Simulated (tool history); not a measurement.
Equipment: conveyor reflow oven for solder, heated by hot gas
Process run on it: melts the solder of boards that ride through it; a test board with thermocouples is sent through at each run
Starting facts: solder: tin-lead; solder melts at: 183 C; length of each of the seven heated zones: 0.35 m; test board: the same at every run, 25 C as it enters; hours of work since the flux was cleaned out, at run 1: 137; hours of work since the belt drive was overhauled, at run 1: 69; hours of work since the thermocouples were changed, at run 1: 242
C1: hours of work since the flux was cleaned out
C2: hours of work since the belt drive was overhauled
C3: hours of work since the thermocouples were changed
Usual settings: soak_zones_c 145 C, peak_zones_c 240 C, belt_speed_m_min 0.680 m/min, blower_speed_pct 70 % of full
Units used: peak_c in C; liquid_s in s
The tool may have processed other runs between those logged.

Run 1, hour 0.0: usual settings; C1 137; C2 69; C3 242. Result: peak_c 217.8 C, liquid_s 47.87 s.
Run 2, hour 22.3: usual settings; C1 149; C2 81; C3 254. Result: peak_c 218.2 C, liquid_s 47.97 s.
Run 3, hour 40.3: usual settings; C1 159; C2 91; C3 264. Result: peak_c 217.9 C, liquid_s 47.96 s.
Run 4, hour 53.6: usual settings; C1 166; C2 98; C3 271. Result: peak_c 218.0 C, liquid_s 47.86 s.
Run 5, hour 73.9: usual settings; C1 177; C2 109; C3 282. Result: peak_c 218.0 C, liquid_s 47.87 s.
Run 6, hour 92.0: usual settings; C1 186; C2 118; C3 291. Result: peak_c 218.2 C, liquid_s 48.08 s.
Run 7, hour 108.3: usual settings; C1 195; C2 127; C3 300. Result: peak_c 218.0 C, liquid_s 48.04 s.
Run 8, hour 122.6: usual settings but belt_speed_m_min 0.661 m/min; C1 203; C2 135; C3 308. Result: peak_c 218.9 C, liquid_s 50.14 s.
Run 9, hour 140.3: usual settings but belt_speed_m_min 0.661 m/min; C1 212; C2 144; C3 317. Result: peak_c 219.2 C, liquid_s 50.16 s.
Run 10, hour 151.4: usual settings but belt_speed_m_min 0.661 m/min; C1 218; C2 150; C3 323. Result: peak_c 219.3 C, liquid_s 49.90 s.
Run 11, hour 168.1: usual settings but peak_zones_c 234 C, belt_speed_m_min 0.548 m/min, blower_speed_pct 55 % of full; C1 227; C2 159; C3 332. Result: peak_c 217.3 C, liquid_s 59.82 s.
Run 12, hour 190.1: usual settings but peak_zones_c 234 C, belt_speed_m_min 0.548 m/min, blower_speed_pct 55 % of full; C1 239; C2 171; C3 344. Result: peak_c 217.1 C, liquid_s 59.68 s.
Run 13, hour 199.9: usual settings but peak_zones_c 247 C, belt_speed_m_min 0.593 m/min, blower_speed_pct 55 % of full; C1 244; C2 176; C3 349. Result: peak_c 225.7 C, liquid_s 60.26 s.
Run 14, hour 213.9: usual settings but peak_zones_c 247 C, belt_speed_m_min 0.593 m/min, blower_speed_pct 55 % of full; C1 252; C2 184; C3 357. Result: peak_c 225.6 C, liquid_s 60.06 s.
Run 15, hour 228.3: usual settings but belt_speed_m_min 0.730 m/min; C1 260; C2 192; C3 365. Result: peak_c 215.5 C, liquid_s 42.75 s.
Run 16, hour 252.3: usual settings but peak_zones_c 242 C, belt_speed_m_min 0.730 m/min; C1 273; C2 205; C3 377. Result: peak_c 216.9 C, liquid_s 43.67 s.
At hour 269.4: flux residue cleaned out of gas plates and filters.
Run 17, hour 281.4: usual settings but soak_zones_c 144 C, peak_zones_c 242 C, belt_speed_m_min 0.572 m/min, blower_speed_pct 57 % of full; C1 6; C2 217; C3 390. Result: peak_c 222.7 C, liquid_s 60.59 s.

Consider 4 possible next runs. They are alternatives, not a sequence: every one starts from the tool as it was left by run 17. What does each give?
Run A, hour 296.9: usual settings but belt_speed_m_min 0.738 m/min; C1 15; C2 226; C3 399. Result: peak_c ?, liquid_s ?.
Run B, hour 296.9: usual settings but soak_zones_c 141 C, peak_zones_c 242 C, belt_speed_m_min 0.734 m/min, blower_speed_pct 60 % of full; C1 15; C2 226; C3 399. Result: peak_c ?, liquid_s ?.
Run C, hour 296.9: usual settings but peak_zones_c 242 C, belt_speed_m_min 0.792 m/min, blower_speed_pct 59 % of full; C1 15; C2 226; C3 399. Result: peak_c ?, liquid_s ?.
Run D, hour 296.9: usual settings but soak_zones_c 144 C, peak_zones_c 242 C, belt_speed_m_min 0.595 m/min, blower_speed_pct 57 % of full; C1 15; C2 226; C3 399. Result: peak_c ?, liquid_s ?.

run  peak_c  liquid_s
  A   214.9     42.09
  B   213.2     39.59
  C   210.6     35.55
  D   221.6     57.03
Without the tool's hidden state the same runs would have given:
run  peak_c  liquid_s
  A   215.0     42.11
  B   213.2     39.61
  C   210.6     35.57
  D   221.6     57.04
